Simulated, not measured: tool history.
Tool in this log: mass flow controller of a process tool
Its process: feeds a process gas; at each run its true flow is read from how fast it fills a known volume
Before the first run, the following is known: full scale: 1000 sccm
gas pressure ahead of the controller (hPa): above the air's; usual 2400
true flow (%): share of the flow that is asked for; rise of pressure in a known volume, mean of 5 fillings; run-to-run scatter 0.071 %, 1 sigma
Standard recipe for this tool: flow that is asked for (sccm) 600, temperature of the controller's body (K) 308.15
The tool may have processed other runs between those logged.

| run | hour | flow that is asked for (sccm) | gas pressure ahead of the controller (hPa) | temperature of the controller's body (K) | true flow (%) |
|---|---|---|---|---|---|
| 1 | 0.0 | 600 | 2400 | 308.15 | 99.47 |
| 2 | 164.6 | 600 | 2380 | 308.15 | 99.50 |
| 3 | 304.0 | 166 | 2380 | 308.15 | 98.06 |
| 4 | 494.6 | 178 | 2400 | 308.15 | 97.95 |
| 5 | 622.1 | 178 | 2400 | 308.15 | 98.24 |
| 6 | 708.3 | 178 | 2400 | 308.15 | 98.01 |
| 7 | 858.7 | 178 | 2400 | 308.15 | 98.14 |
| 8 | 1063.6 | 178 | 2400 | 308.15 | 98.25 |
| 9 | 1178.9 | 178 | 2400 | 308.15 | 98.05 |
| 10 | 1298.7 | 178 | 2400 | 308.15 | 98.16 |
| 11 | 1496.6 | 600 | 2400 | 308.15 | 99.34 |
| 12 | 1592.8 | 600 | 2400 | 308.15 | 99.28 |
| 13 | 1757.6 | 979 | 2030 | 293.15 | 99.27 |
| 14 | 1962.4 | 131 | 2030 | 297.15 | 96.97 |
| 15 | 2138.7 | 134 | 2600 | 306.15 | 97.58 |
| 16 | 2307.8 | 260 | 1450 | 307.15 | 98.20 |
| 17 | 2428.2 | 977 | 1970 | 303.15 | 100.06 |
| 18 | 2547.8 | 799 | 2780 | 306.15 | 99.61 |
| 19 | 2665.1 | 799 | 2780 | 306.15 | 99.53 |
| 20 | 2805.9 | 600 | 2400 | 311.15 | 99.37 |
| 21 | 2938.4 | 634 | 1540 | 295.15 | 98.16 |
| 22 | 3047.7 | 602 | 2190 | 305.15 | 98.87 |

Each run again, without the hidden state but with its own random variation kept:
The tool's hidden condition here consists of: flow at rest that the sensor doesn't see, % of full scale; true flow over the shown one, %; drift of the gauge itself on true_pct, %.
| run | true flow (%) |
|---|---|
| 1 | 99.47 |
| 2 | 99.52 |
| 3 | 98.10 |
| 4 | 98.01 |
| 5 | 98.32 |
| 6 | 98.10 |
| 7 | 98.25 |
| 8 | 98.40 |
| 9 | 98.21 |
| 10 | 98.34 |
| 11 | 99.56 |
| 12 | 99.51 |
| 13 | 99.52 |
| 14 | 97.24 |
| 15 | 97.87 |
| 16 | 98.52 |
| 17 | 100.41 |
| 18 | 99.98 |
| 19 | 99.92 |
| 20 | 99.78 |
| 21 | 98.58 |
| 22 | 99.31 |
